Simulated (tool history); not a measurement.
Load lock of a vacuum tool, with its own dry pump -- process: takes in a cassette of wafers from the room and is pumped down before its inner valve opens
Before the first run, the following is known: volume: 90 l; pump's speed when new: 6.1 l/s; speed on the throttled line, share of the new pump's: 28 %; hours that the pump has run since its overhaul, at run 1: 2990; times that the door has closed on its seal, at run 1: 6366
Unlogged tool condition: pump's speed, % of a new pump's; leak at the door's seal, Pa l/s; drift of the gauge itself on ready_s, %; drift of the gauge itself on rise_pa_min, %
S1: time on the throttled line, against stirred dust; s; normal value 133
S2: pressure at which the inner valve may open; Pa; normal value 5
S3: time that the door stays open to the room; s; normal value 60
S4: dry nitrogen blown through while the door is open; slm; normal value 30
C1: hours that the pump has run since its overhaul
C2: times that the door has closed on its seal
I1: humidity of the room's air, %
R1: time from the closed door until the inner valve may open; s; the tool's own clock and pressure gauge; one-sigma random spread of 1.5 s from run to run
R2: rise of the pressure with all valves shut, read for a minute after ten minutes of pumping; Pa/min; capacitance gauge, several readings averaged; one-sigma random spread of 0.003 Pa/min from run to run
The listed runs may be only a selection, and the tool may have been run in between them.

run,hour,S1,S2,S3,S4,C1,C2,I1,R1,R2
1,0.0,133,5,60,30,2990,6366,43.3,249.9,0.065
2,55.0,165,5,60,30,3045,6575,41.5,271.7,0.063
3,142.9,165,5,60,30,3133,6908,45.8,269.5,0.073
4,211.3,165,5,60,30,3201,7167,42.6,270.2,0.077
5,256.8,165,5,60,30,3247,7339,45.7,272.2,0.068
6,325.9,165,5,60,30,3316,7601,45.3,269.2,0.079
7,413.0,133,5,60,11,3403,7931,44.4,249.1,0.089
8,466.1,133,5,60,30,3456,8132,46.8,247.2,0.086
9,507.8,133,5,60,30,3498,8290,42.9,246.6,0.089
10,600.9,133,5,60,30,3591,8643,45.0,248.8,0.091
11,687.1,109,5,60,30,3677,8969,45.0,233.8,0.093
12,764.1,109,5,60,30,3754,9261,45.4,234.6,0.097
13,828.0,109,5,60,30,3818,9503,42.6,229.5,0.098
14,878.6,133,5,60,30,3869,9695,46.2,250.6,0.100
15,957.3,266,5,60,30,3947,9993,42.2,345.3,0.103
16,1037.1,133,5,60,30,4027,10295,46.7,248.0,0.107
17,1115.7,133,5,60,30,4106,10593,42.3,247.2,0.108
18,1205.7,133,5,96,30,4196,10934,46.9,251.3,0.118
19,1250.1,152,5,96,30,4240,11102,43.0,263.3,0.121
20,1324.7,152,5,96,30,4315,11385,48.1,259.7,0.128
21,1386.4,152,5,96,30,4377,11619,41.9,260.8,0.131
22,1447.9,133,5,131,15,4438,11852,43.6,248.3,0.142
23,1527.9,240,5,60,9,4518,12155,43.1,326.4,0.138
24,1620.6,240,5,60,9,4611,12506,46.4,324.8,0.144
25,1705.9,78,7,38,11,4696,12829,45.1,206.9,0.140
26,1774.3,221,8,48,30,4765,13089,42.4,304.2,0.139
27,1829.7,74,8,48,13,4820,13299,47.0,199.8,0.151

Run 28, settings as shown, results not yet in. Your forecast:
28,1888.9,133,5,48,30,4879,13523,46.3,?,?

R1: 253.2 s
R2: 0.151 Pa/min
If the tool had no hidden condition, the same run with the same run-to-run variation would have returned R1 244.7 s, R2 0.015 Pa/min.

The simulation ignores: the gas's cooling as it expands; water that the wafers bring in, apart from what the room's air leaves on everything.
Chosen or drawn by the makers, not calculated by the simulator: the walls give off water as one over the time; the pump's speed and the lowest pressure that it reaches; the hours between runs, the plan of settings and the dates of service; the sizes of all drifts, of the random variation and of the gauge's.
